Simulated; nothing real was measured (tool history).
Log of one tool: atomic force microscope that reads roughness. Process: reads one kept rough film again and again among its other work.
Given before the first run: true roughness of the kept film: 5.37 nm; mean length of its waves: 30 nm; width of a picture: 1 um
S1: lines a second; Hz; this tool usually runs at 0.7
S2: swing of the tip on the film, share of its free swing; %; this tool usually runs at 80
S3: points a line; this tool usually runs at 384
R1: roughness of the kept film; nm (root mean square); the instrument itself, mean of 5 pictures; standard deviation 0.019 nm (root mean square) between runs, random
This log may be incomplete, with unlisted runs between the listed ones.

run 1 hour=0 | S1=0.7 S2=80 S3=384 | R1=4.591
run 2 hour=34.8 | S1=0.7 S2=80 S3=384 | R1=4.558
-- hour=52.3 new tip fitted
run 3 hour=92.6 | S1=0.7 S2=80 S3=384 | R1=4.572
-- hour=104.6 new tip fitted
run 4 hour=148.6 | S1=0.7 S2=80 S3=384 | R1=4.609
-- hour=157.1 new tip fitted
run 5 hour=184.4 | S1=0.7 S2=80 S3=365 | R1=4.594
-- hour=211.6 new tip fitted
-- hour=268.1 new tip fitted
run 6 hour=268.5 | S1=0.7 S2=80 S3=384 | R1=4.576
run 7 hour=315.4 | S1=0.7 S2=80 S3=384 | R1=4.585
-- hour=319.5 new tip fitted
-- hour=377.2 new tip fitted
run 8 hour=396.2 | S1=0.7 S2=80 S3=384 | R1=4.586
-- hour=431.2 new tip fitted
run 9 hour=441.4 | S1=0.7 S2=80 S3=384 | R1=4.583
-- hour=483.9 new tip fitted
run 10 hour=505.9 | S1=0.7 S2=72 S3=384 | R1=4.643
-- hour=539 new tip fitted
-- hour=590.7 new tip fitted
run 11 hour=590.7 | S1=3.202 S2=85 S3=266 | R1=3.889
-- hour=642.6 new tip fitted
run 12 hour=656.5 | S1=0.7 S2=80 S3=448 | R1=4.606
-- hour=699.2 new tip fitted
run 13 hour=738.6 | S1=0.738 S2=85 S3=956 | R1=4.595
-- hour=754.9 new tip fitted
-- hour=810.7 new tip fitted
run 14 hour=824.3 | S1=1.155 S2=83 S3=541 | R1=4.428
-- hour=865.7 new tip fitted
run 15 hour=888.1 | S1=1.093 S2=74 S3=306 | R1=4.543
-- hour=918.5 new tip fitted
run 16 hour=962 | S1=0.62 S2=75 S3=727 | R1=4.673
-- hour=971.5 new tip fitted
-- hour=1024.3 new tip fitted
run 17 hour=1028.6 | S1=0.62 S2=75 S3=727 | R1=4.667

Forecast each of these 5 alternatives for the next run:
-- hour=1081 new tip fitted
run A hour=1103.6 | S1=1.687 S2=75 S3=831 | R1=?
-- hour=1081 new tip fitted
run B hour=1103.6 | S1=0.525 S2=89 S3=727 | R1=?
-- hour=1081 new tip fitted
run C hour=1103.6 | S1=0.523 S2=59 S3=727 | R1=?
-- hour=1081 new tip fitted
run D hour=1103.6 | S1=1.099 S2=71 S3=384 | R1=?
-- hour=1081 new tip fitted
run E hour=1103.6 | S1=1.243 S2=60 S3=320 | R1=?

run=A R1=4.476
run=B R1=4.592
run=C R1=4.734
run=D R1=4.599
run=E R1=4.617
Had the tool no hidden state, the same runs would have come out as:
run=A R1=4.482
run=B R1=4.598
run=C R1=4.741
run=D R1=4.605
run=E R1=4.623
